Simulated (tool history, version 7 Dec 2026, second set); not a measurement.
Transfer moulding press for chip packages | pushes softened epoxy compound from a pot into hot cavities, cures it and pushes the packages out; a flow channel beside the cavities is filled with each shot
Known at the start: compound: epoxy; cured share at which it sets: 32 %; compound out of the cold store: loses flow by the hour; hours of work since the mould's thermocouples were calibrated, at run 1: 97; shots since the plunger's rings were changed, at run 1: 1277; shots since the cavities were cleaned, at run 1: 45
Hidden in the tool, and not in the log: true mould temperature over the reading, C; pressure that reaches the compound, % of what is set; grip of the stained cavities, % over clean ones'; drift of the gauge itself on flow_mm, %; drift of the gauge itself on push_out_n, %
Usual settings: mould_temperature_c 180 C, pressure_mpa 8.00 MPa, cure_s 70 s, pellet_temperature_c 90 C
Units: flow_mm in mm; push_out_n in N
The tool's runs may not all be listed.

| run | day | mould_temperature_c | pressure_mpa | cure_s | pellet_temperature_c | hours of work since the mould's thermocouples were calibrated | shots since the plunger's rings were changed | shots since the cavities were cleaned | incoming compound's hours out of the cold store | flow_mm | push_out_n |
|---|---|---|---|---|---|---|---|---|---|---|---|
| 1 | 0.000 | 180 | 8.00 | 70 | 90 | 97 | 1277 | 45 | 43.5 | 504 | 435 |
|  | 1.400 | cavities cleaned with cleaning compound and waxed |
| 2 | 1.462 | 180 | 8.00 | 70 | 90 | 124 | 1876 | 26 | 16.7 | 558 | 455 |
|  | 2.971 | cavities cleaned with cleaning compound and waxed |
|  | 3.654 | plunger's sealing rings changed |
| 3 | 4.054 | 180 | 8.00 | 70 | 90 | 170 | 172 | 419 | 16.2 | 572 | 626 |
|  | 4.671 | cavities cleaned with cleaning compound and waxed |
|  | 6.229 | cavities cleaned with cleaning compound and waxed |
| 4 | 6.683 | 180 | 8.00 | 70 | 90 | 217 | 1243 | 193 | 11.0 | 571 | 577 |
|  | 7.762 | cavities cleaned with cleaning compound and waxed |
| 5 | 8.262 | 180 | 8.00 | 70 | 89 | 246 | 1894 | 214 | 47.0 | 487 | 543 |
|  | 9.379 | cavities cleaned with cleaning compound and waxed |
| 6 | 9.833 | 180 | 8.33 | 70 | 90 | 274 | 2539 | 194 | 33.2 | 526 | 552 |
|  | 10.338 | plunger's sealing rings changed |
|  | 11.025 | cavities cleaned with cleaning compound and waxed |
| 7 | 12.304 | 180 | 8.00 | 70 | 90 | 318 | 816 | 548 | 42.7 | 506 | 650 |
|  | 12.583 | mould's thermocouples calibrated |
|  | 12.646 | cavities cleaned with cleaning compound and waxed |
| 8 | 14.012 | 180 | 8.00 | 70 | 90 | 26 | 1484 | 585 | 43.4 | 497 | 653 |
|  | 14.229 | cavities cleaned with cleaning compound and waxed |
|  | 15.796 | cavities cleaned with cleaning compound and waxed |
| 9 | 16.758 | 180 | 8.00 | 70 | 90 | 76 | 2608 | 414 | 41.2 | 495 | 631 |
|  | 17.208 | plunger's sealing rings changed |
|  | 17.508 | cavities cleaned with cleaning compound and waxed |
| 10 | 18.462 | 180 | 8.00 | 70 | 90 | 105 | 512 | 409 | 30.5 | 535 | 628 |
|  | 19.204 | cavities cleaned with cleaning compound and waxed |
| 11 | 20.496 | 180 | 8.00 | 70 | 90 | 142 | 1355 | 552 | 14.7 | 563 | 726 |
|  | 20.825 | cavities cleaned with cleaning compound and waxed |
|  | 22.350 | cavities cleaned with cleaning compound and waxed |
| 12 | 23.154 | 180 | 8.00 | 70 | 90 | 190 | 2440 | 344 | 13.4 | 561 | 604 |
|  | 23.896 | plunger's sealing rings changed |
|  | 23.958 | cavities cleaned with cleaning compound and waxed |
| 13 | 24.546 | 180 | 8.00 | 70 | 90 | 213 | 253 | 253 | 31.7 | 532 | 543 |
|  | 25.617 | cavities cleaned with cleaning compound and waxed |
| 14 | 26.283 | 180 | 8.00 | 73 | 99 | 245 | 970 | 286 | 9.5 | 574 | 568 |
|  | 27.200 | cavities cleaned with cleaning compound and waxed |
| 15 | 27.625 | 180 | 8.90 | 104 | 90 | 269 | 1517 | 183 | 26.7 | 563 | 411 |
|  | 28.788 | cavities cleaned with cleaning compound and waxed |
| 16 | 28.888 | 180 | 6.49 | 91 | 90 | 292 | 2031 | 43 | 43.3 | 446 | 373 |
|  | 30.396 | cavities cleaned with cleaning compound and waxed |
|  | 30.604 | mould's thermocouples calibrated |
|  | 30.708 | plunger's sealing rings changed |
| 17 | 30.708 | 181 | 7.53 | 70 | 89 | 0 | 0 | 52 | 14.0 | 558 | 426 |
|  | 32.217 | cavities cleaned with cleaning compound and waxed |
| 18 | 32.217 | 181 | 7.53 | 63 | 98 | 27 | 619 | 0 | 19.0 | 539 | 455 |

Run 19 comes next. What will it give?
|  | 33.717 | cavities cleaned with cleaning compound and waxed |
| 19 | 33.717 | 181 | 7.53 | 63 | 98 | 55 | 1236 | 0 | 39.2 | ? | ? |

{"run 19": {"flow_mm": 488, "push_out_n": 439}}
Without the tool's hidden state the same run would have given flow_mm 496 mm, push_out_n 440 N.
